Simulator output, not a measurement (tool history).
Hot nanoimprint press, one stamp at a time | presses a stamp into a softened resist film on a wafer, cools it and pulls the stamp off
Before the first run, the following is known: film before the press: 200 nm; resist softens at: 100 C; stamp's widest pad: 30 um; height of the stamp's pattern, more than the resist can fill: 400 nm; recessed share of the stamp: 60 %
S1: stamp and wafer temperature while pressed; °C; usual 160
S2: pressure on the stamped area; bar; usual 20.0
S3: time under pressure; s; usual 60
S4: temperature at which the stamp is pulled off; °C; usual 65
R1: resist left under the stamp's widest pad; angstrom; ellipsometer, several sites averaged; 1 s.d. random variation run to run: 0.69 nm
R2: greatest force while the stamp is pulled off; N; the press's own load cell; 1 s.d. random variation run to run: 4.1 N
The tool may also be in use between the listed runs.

run 1 day=0.000 | S1=160 S2=20.0 S3=60 S4=65 | R1=839 R2=209
run 2 day=1.075 | S1=160 S2=17.0 S3=60 S4=65 | R1=888 R2=225
run 3 day=2.279 | S1=160 S2=20.0 S3=60 S4=65 | R1=839 R2=218
run 4 day=3.667 | S1=160 S2=20.0 S3=60 S4=65 | R1=837 R2=235
run 5 day=4.592 | S1=160 S2=20.0 S3=60 S4=65 | R1=834 R2=238
run 6 day=6.238 | S1=160 S2=20.0 S3=60 S4=65 | R1=838 R2=250
run 7 day=7.100 | S1=160 S2=20.0 S3=60 S4=65 | R1=844 R2=243
run 8 day=8.725 | S1=160 S2=20.0 S3=60 S4=65 | R1=851 R2=263
run 9 day=9.650 | S1=160 S2=20.0 S3=60 S4=65 | R1=867 R2=265
run 10 day=10.917 | S1=160 S2=20.0 S3=60 S4=65 | R1=860 R2=272
-- day=11.196 plate thermocouple calibrated
-- day=11.696 stamp cleaned and given a new release coat
run 11 day=12.017 | S1=160 S2=20.0 S3=60 S4=65 | R1=876 R2=207
run 12 day=12.738 | S1=155 S2=13.2 S3=60 S4=55 | R1=1280 R2=262
run 13 day=14.283 | S1=170 S2=13.2 S3=60 S4=55 | R1=670 R2=271
run 14 day=15.629 | S1=165 S2=20.0 S3=79 S4=65 | R1=626 R2=227
run 15 day=16.321 | S1=150 S2=16.8 S3=39 S4=62 | R1=1611 R2=249
run 16 day=17.492 | S1=166 S2=20.0 S3=47 S4=50 | R1=746 R2=329
-- day=18.383 plate thermocouple calibrated, once more
run 17 day=19.304 | S1=152 S2=17.3 S3=85 S4=60 | R1=1120 R2=255
run 18 day=20.200 | S1=152 S2=21.8 S3=57 S4=60 | R1=1176 R2=265

Alternative continuations, all from the tool just after run 18; predict every row:
run A day=21.596 | S1=170 S2=21.8 S3=57 S4=72 | R1=? R2=?
run B day=21.596 | S1=153 S2=13.3 S3=57 S4=64 | R1=? R2=?
run C day=21.596 | S1=153 S2=21.8 S3=57 S4=60 | R1=? R2=?
run D day=21.596 | S1=165 S2=31.4 S3=112 S4=60 | R1=? R2=?

run=A R1=508 R2=202
run=B R1=1323 R2=244
run=C R1=1142 R2=280
run=D R1=405 R2=286
Without the tool's unlogged condition, the same runs would have read:
run=A R1=489 R2=165
run=B R1=1300 R2=199
run=C R1=1107 R2=228
run=D R1=383 R2=234
